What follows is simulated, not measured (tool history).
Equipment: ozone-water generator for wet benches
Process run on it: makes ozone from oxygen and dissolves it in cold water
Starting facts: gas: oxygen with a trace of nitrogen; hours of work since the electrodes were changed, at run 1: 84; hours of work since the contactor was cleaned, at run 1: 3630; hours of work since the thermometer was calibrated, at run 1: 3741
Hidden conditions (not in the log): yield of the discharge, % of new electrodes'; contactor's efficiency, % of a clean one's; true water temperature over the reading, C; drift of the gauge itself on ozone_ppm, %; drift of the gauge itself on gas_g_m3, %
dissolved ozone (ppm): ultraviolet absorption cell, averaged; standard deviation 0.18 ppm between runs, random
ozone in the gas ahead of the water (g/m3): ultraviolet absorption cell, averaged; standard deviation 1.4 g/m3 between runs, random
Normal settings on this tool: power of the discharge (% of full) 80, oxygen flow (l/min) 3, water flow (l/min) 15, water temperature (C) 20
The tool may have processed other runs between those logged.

run,hour,power of the discharge (% of full),oxygen flow (l/min),water flow (l/min),water temperature (C),hours of work since the electrodes were changed,hours of work since the contactor was cleaned,hours of work since the thermometer was calibrated,dissolved ozone (ppm),ozone in the gas ahead of the water (g/m3)
1,0,80,3,15,20,84,3630,3741,25.8,272.1
2,24.5,80,3,15,20,107,3654,3764,25.6,270.1
3,51.7,80,3,23,20,133,3680,3790,17,271
4,95.8,80,3,15,20,175,3722,3832,25.7,269.2
5,114.4,80,3,15,20,193,3739,3850,25.6,269
6,154.3,80,2.36,15,20,231,3777,3888,25.7,315.8
7,188.5,80,2.36,15,20,263,3810,3920,26,314.8
8,225.7,80,3,15,20,299,3845,3956,25.6,268
9,251.4,80,3,15,20,323,3870,3980,25.5,266.7
10,274.7,80,3,15,20,345,3892,4002,25.6,265.9
11,315.3,80,3,15,20,384,3930,4041,25.7,266.6
12,343.9,80,3,15,20,411,3958,4068,25.6,267.1
13,375.2,80,3.16,15,20,441,3987,4098,25.7,255.1
14,408.6,80,3,15,20,473,4019,4130,25.9,264.5
15,443.1,80,3,15,20,506,4052,4162,25.6,266.2
16,470.6,69,3,15,20,532,4078,4189,23.4,243.9
17,510.4,69,3,15,20,570,4116,4226,23.8,241.1
18,531.6,80,3.98,20,20,590,4136,4247,19.7,216
19,575.3,80,4.12,20,20,631,4178,4288,19.2,212.4
20,620,46,3,15,13,674,4220,4331,20.6,196.5
# hour 649.4: gauge calibrated
21,663.4,46,4.94,15,15,715,4262,4372,19,142.4
22,688.8,80,4.95,15,19,739,4286,4396,24.4,192.9
23,710.4,52,3,15,20,760,4306,4417,20.4,213.9
24,755.6,46,2.44,15,14,803,4349,4460,20.4,227.1
25,783.9,46,2.44,15,14,830,4376,4487,20.4,227.5
26,818.5,46,2.44,15,15,863,4409,4520,20.4,227.8
# hour 825.8: water thermometer calibrated
27,848.4,80,3.87,17,14,891,4437,22,24.6,223.3
28,886.7,80,3.87,17,14,927,4474,58,24.2,226.5
29,910.1,80,3.87,17,14,949,4496,80,24.5,225.7
30,931.8,94,2.95,21,12,970,4517,101,21.7,295.4
31,954.4,62,4,12,23,992,4538,122,24.4,191.5
32,988.3,73,1.96,9,28,1024,4570,155,34.5,336.6

The logged runs with the hidden state left out (each run's random variation unchanged):
run,ozone in the gas ahead of the water (g/m3)
1,272.1
2,270.5
3,271.6
4,270.4
5,270.3
6,317.9
7,317.4
8,270.6
9,269.6
10,269.1
11,270.2
12,271.1
13,259.3
14,269.3
15,271.4
16,249
17,246.6
18,221.1
19,217.9
20,201.9
21,142.5
22,193.3
23,214.5
24,228.2
25,228.9
26,229.5
27,225.2
28,228.9
29,228.3
30,299.1
31,194
32,341.6
dissolved ozone (ppm) without the hidden state stays within 0.1 of what was measured, in all runs.
